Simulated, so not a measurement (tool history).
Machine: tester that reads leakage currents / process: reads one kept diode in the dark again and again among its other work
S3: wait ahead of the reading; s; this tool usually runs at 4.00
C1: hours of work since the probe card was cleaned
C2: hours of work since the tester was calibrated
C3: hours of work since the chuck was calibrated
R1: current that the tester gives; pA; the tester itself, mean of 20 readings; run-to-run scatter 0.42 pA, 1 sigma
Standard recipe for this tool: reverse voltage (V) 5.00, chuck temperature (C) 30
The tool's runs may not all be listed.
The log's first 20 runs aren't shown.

{"run": 21, "hour": 2360.3, "reverse voltage (V)": 1.12, "chuck temperature (C)": 30, "S3": 0.44, "C1": 800, "C2": 5196, "C3": 589, "R1": 78.07}
{"run": 22, "hour": 2448.5, "reverse voltage (V)": 1.68, "chuck temperature (C)": 47, "S3": 1.52, "C1": 860, "C2": 5255, "C3": 648, "R1": 407.91}
{"run": 23, "hour": 2557.1, "reverse voltage (V)": 5.02, "chuck temperature (C)": 32, "S3": 5.98, "C1": 932, "C2": 5327, "C3": 721, "R1": 169.15}
{"run": 24, "hour": 2654.9, "reverse voltage (V)": 5.0, "chuck temperature (C)": 20, "S3": 4.0, "C1": 998, "C2": 5393, "C3": 786, "R1": 53.37}
{"run": 25, "hour": 2769.1, "reverse voltage (V)": 5.0, "chuck temperature (C)": 20, "S3": 4.0, "C1": 1074, "C2": 5469, "C3": 863, "R1": 53.52}
{"run": 26, "hour": 2902.2, "reverse voltage (V)": 5.0, "chuck temperature (C)": 20, "S3": 4.0, "C1": 1163, "C2": 5559, "C3": 952, "R1": 53.37}
{"run": 27, "hour": 3062.4, "reverse voltage (V)": 5.0, "chuck temperature (C)": 34, "S3": 8.63, "C1": 1271, "C2": 5666, "C3": 1059, "R1": 201.83}
{"hour": 3171.0, "done": "tester calibrated"}
{"run": 28, "hour": 3219.9, "reverse voltage (V)": 1.18, "chuck temperature (C)": 48, "S3": 4.0, "C1": 1375, "C2": 33, "C3": 1164, "R1": 386.76}
{"run": 29, "hour": 3361.7, "reverse voltage (V)": 14.56, "chuck temperature (C)": 32, "S3": 0.54, "C1": 1470, "C2": 128, "C3": 1259, "R1": 256.77}
{"run": 30, "hour": 3481.6, "reverse voltage (V)": 5.0, "chuck temperature (C)": 30, "S3": 6.43, "C1": 1550, "C2": 208, "C3": 1339, "R1": 140.22}
{"run": 31, "hour": 3651.7, "reverse voltage (V)": 5.0, "chuck temperature (C)": 29, "S3": 4.0, "C1": 1664, "C2": 322, "C3": 1453, "R1": 127.43}
{"run": 32, "hour": 3732.9, "reverse voltage (V)": 5.0, "chuck temperature (C)": 29, "S3": 4.0, "C1": 1719, "C2": 376, "C3": 1507, "R1": 127.4}
{"run": 33, "hour": 3881.9, "reverse voltage (V)": 4.16, "chuck temperature (C)": 30, "S3": 4.0, "C1": 1818, "C2": 476, "C3": 1607, "R1": 130.08}
{"run": 34, "hour": 4026.5, "reverse voltage (V)": 2.07, "chuck temperature (C)": 30, "S3": 0.53, "C1": 1915, "C2": 573, "C3": 1704, "R1": 99.31}
{"run": 35, "hour": 4187.1, "reverse voltage (V)": 2.07, "chuck temperature (C)": 59, "S3": 3.53, "C1": 2023, "C2": 681, "C3": 1811, "R1": 1164.41}
{"run": 36, "hour": 4355.7, "reverse voltage (V)": 2.13, "chuck temperature (C)": 35, "S3": 3.53, "C1": 2136, "C2": 794, "C3": 1924, "R1": 158.21}
{"run": 37, "hour": 4458.0, "reverse voltage (V)": 5.0, "chuck temperature (C)": 40, "S3": 4.0, "C1": 2204, "C2": 862, "C3": 1993, "R1": 343.76}
{"hour": 4502.2, "done": "chuck's temperature calibrated"}
{"run": 38, "hour": 4545.1, "reverse voltage (V)": 1.27, "chuck temperature (C)": 40, "S3": 0.31, "C1": 2261, "C2": 919, "C3": 29, "R1": 202.48}
{"run": 39, "hour": 4645.3, "reverse voltage (V)": 1.27, "chuck temperature (C)": 40, "S3": 0.31, "C1": 2328, "C2": 986, "C3": 96, "R1": 202.12}

4 options for the next run, each taken on its own from the tool as it stands now. Forecast them:
{"run": "A", "hour": 4762.4, "reverse voltage (V)": 1.04, "chuck temperature (C)": 30, "S3": 2.87, "C1": 2407, "C2": 1065, "C3": 174, "R1": "?"}
{"run": "B", "hour": 4762.4, "reverse voltage (V)": 1.27, "chuck temperature (C)": 41, "S3": 1.92, "C1": 2407, "C2": 1065, "C3": 174, "R1": "?"}
{"run": "C", "hour": 4762.4, "reverse voltage (V)": 6.83, "chuck temperature (C)": 22, "S3": 0.55, "C1": 2407, "C2": 1065, "C3": 174, "R1": "?"}
{"run": "D", "hour": 4762.4, "reverse voltage (V)": 5.35, "chuck temperature (C)": 40, "S3": 0.31, "C1": 2407, "C2": 1065, "C3": 174, "R1": "?"}

run=A R1=75.89
run=B R1=219.60
run=C R1=73.83
run=D R1=355.20
Had the tool no hidden state, the same runs would have come out as:
run=A R1=75.88
run=B R1=219.60
run=C R1=73.76
run=D R1=355.16
